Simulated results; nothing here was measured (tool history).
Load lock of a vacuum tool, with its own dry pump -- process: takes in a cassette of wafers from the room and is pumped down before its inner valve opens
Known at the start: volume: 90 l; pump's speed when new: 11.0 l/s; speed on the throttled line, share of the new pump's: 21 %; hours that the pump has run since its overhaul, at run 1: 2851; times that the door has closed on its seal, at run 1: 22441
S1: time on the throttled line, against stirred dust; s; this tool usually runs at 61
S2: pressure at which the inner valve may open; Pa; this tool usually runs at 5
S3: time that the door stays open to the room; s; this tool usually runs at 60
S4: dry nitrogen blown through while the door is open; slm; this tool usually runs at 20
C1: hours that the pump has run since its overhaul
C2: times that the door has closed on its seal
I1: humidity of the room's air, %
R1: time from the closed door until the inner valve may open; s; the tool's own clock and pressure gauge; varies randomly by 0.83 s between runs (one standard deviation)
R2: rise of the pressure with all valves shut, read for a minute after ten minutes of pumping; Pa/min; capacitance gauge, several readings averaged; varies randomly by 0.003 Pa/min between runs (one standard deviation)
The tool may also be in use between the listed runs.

Run 1, hour 0.0: usual settings; C1 2851; C2 22441; I1 44.4. Result: R1 132.6 s, R2 0.068 Pa/min.
Run 2, hour 145.8: usual settings but S3 225 s; C1 2997; C2 22799; I1 46.3. Result: R1 132.0 s, R2 0.100 Pa/min.
Run 3, hour 331.0: usual settings but S3 225 s; C1 3182; C2 23253; I1 45.4. Result: R1 131.0 s, R2 0.098 Pa/min.
Run 4, hour 439.1: usual settings; C1 3290; C2 23518; I1 45.2. Result: R1 133.6 s, R2 0.078 Pa/min.
Run 5, hour 561.4: usual settings; C1 3412; C2 23818; I1 43.4. Result: R1 132.0 s, R2 0.076 Pa/min.
Run 6, hour 745.0: usual settings; C1 3596; C2 24269; I1 42.4. Result: R1 131.3 s, R2 0.077 Pa/min.
Run 7, hour 923.3: usual settings; C1 3774; C2 24707; I1 43.8. Result: R1 132.3 s, R2 0.078 Pa/min.
Run 8, hour 1111.4: usual settings but S2 6 Pa; C1 3962; C2 25168; I1 46.8. Result: R1 132.9 s, R2 0.071 Pa/min.
Run 9, hour 1230.9: usual settings but S2 6 Pa, S3 121 s; C1 4082; C2 25461; I1 45.0. Result: R1 132.2 s, R2 0.089 Pa/min.
Run 10, hour 1416.2: usual settings; C1 4267; C2 25916; I1 45.7. Result: R1 132.1 s, R2 0.077 Pa/min.
Run 11, hour 1603.8: usual settings; C1 4455; C2 26376; I1 47.7. Result: R1 133.3 s, R2 0.088 Pa/min.
Run 12, hour 1695.3: usual settings but S2 8 Pa; C1 4546; C2 26601; I1 42.0. Result: R1 130.3 s, R2 0.083 Pa/min.
Run 13, hour 1875.3: usual settings but S2 8 Pa; C1 4726; C2 27043; I1 45.4. Result: R1 128.9 s, R2 0.084 Pa/min.
Run 14, hour 1974.2: usual settings; C1 4825; C2 27285; I1 46.0. Result: R1 132.4 s, R2 0.083 Pa/min.
Run 15, hour 2114.4: usual settings but S4 5 slm; C1 4965; C2 27629; I1 43.6. Result: R1 132.3 s, R2 0.098 Pa/min.
Run 16, hour 2268.6: usual settings but S4 5 slm; C1 5120; C2 28008; I1 46.5. Result: R1 134.0 s, R2 0.107 Pa/min.
Run 17, hour 2385.0: usual settings but S1 37 s, S4 5 slm; C1 5236; C2 28293; I1 44.7. Result: R1 116.1 s, R2 0.095 Pa/min.
Run 18, hour 2520.7: usual settings but S1 37 s, S4 5 slm; C1 5372; C2 28626; I1 46.9. Result: R1 114.9 s, R2 0.105 Pa/min.
Run 19, hour 2615.6: usual settings but S1 37 s, S4 5 slm; C1 5467; C2 28859; I1 44.2. Result: R1 115.0 s, R2 0.105 Pa/min.
Run 20, hour 2726.8: usual settings but S1 37 s, S4 5 slm; C1 5578; C2 29132; I1 44.6. Result: R1 115.9 s, R2 0.101 Pa/min.
Run 21, hour 2823.0: usual settings but S1 37 s, S4 5 slm; C1 5674; C2 29368; I1 42.7. Result: R1 115.5 s, R2 0.104 Pa/min.
Run 22, hour 2967.3: usual settings but S1 37 s, S4 5 slm; C1 5818; C2 29722; I1 49.2. Result: R1 115.4 s, R2 0.109 Pa/min.
Run 23, hour 3062.1: usual settings but S3 144 s, S4 8 slm; C1 5913; C2 29955; I1 42.8. Result: R1 135.3 s, R2 0.130 Pa/min.
Run 24, hour 3189.3: usual settings but S3 144 s, S4 8 slm; C1 6040; C2 30267; I1 42.9. Result: R1 133.6 s, R2 0.122 Pa/min.
Run 25, hour 3280.4: usual settings but S3 144 s, S4 8 slm; C1 6131; C2 30490; I1 45.1. Result: R1 135.5 s, R2 0.128 Pa/min.
Run 26, hour 3448.3: usual settings but S1 69 s, S3 144 s, S4 8 slm; C1 6299; C2 30903; I1 46.3. Result: R1 140.1 s, R2 0.134 Pa/min.
Run 27, hour 3545.3: usual settings but S1 70 s, S2 8 Pa, S3 121 s, S4 9 slm; C1 6396; C2 31141; I1 43.1. Result: R1 136.7 s, R2 0.123 Pa/min.
Run 28, hour 3731.2: usual settings; C1 6582; C2 31597; I1 46.9. Result: R1 135.1 s, R2 0.102 Pa/min.
Run 29, hour 3870.0: usual settings but S1 116 s, S2 4 Pa, S4 5 slm; C1 6721; C2 31937; I1 43.5. Result: R1 178.8 s, R2 0.115 Pa/min.
Run 30, hour 4048.4: usual settings but S1 116 s, S2 4 Pa, S4 5 slm; C1 6899; C2 32375; I1 43.9. Result: R1 181.4 s, R2 0.121 Pa/min.
Run 31, hour 4171.8: usual settings but S1 116 s, S2 9 Pa, S4 5 slm; C1 7023; C2 32678; I1 46.6. Result: R1 172.5 s, R2 0.124 Pa/min.
Run 32, hour 4349.2: usual settings but S1 116 s, S2 9 Pa, S4 5 slm; C1 7200; C2 33113; I1 46.5. Result: R1 172.4 s, R2 0.126 Pa/min.
Run 33, hour 4504.5: usual settings but S1 116 s, S2 9 Pa, S4 5 slm; C1 7355; C2 33494; I1 45.6. Result: R1 174.1 s, R2 0.125 Pa/min.
Run 34, hour 4647.8: usual settings but S1 116 s, S2 9 Pa, S4 5 slm; C1 7499; C2 33846; I1 44.9. Result: R1 173.5 s, R2 0.123 Pa/min.
Run 35, hour 4819.4: usual settings but S2 10 Pa, S3 56 s, S4 7 slm; C1 7670; C2 34267; I1 47.3. Result: R1 129.7 s, R2 0.124 Pa/min.
Run 36, hour 4969.1: usual settings but S2 8 Pa; C1 7820; C2 34634; I1 45.8. Result: R1 131.8 s, R2 0.113 Pa/min.
Run 37, hour 5077.6: usual settings but S3 31 s, S4 12 slm; C1 7929; C2 34901; I1 46.1. Result: R1 137.0 s, R2 0.115 Pa/min.

Alternative continuations, all from the tool just after run 37; predict every row:
Run A, hour 5223.2: usual settings but S1 45 s, S3 89 s, S4 8 slm; C1 8074; C2 35258; I1 42.5. Result: R1 ?, R2 ?.
Run B, hour 5223.2: usual settings but S2 9 Pa; C1 8074; C2 35258; I1 44.2. Result: R1 ?, R2 ?.
Run C, hour 5223.2: usual settings but S1 81 s; C1 8074; C2 35258; I1 42.5. Result: R1 ?, R2 ?.

run     R1     R2
  A  125.2  0.132
  B  130.8  0.120
  C  151.0  0.117
Had the tool no hidden state, the same runs would have come out as:
run     R1     R2
  A  117.4  0.036
  B  124.2  0.021
  C  144.2  0.019
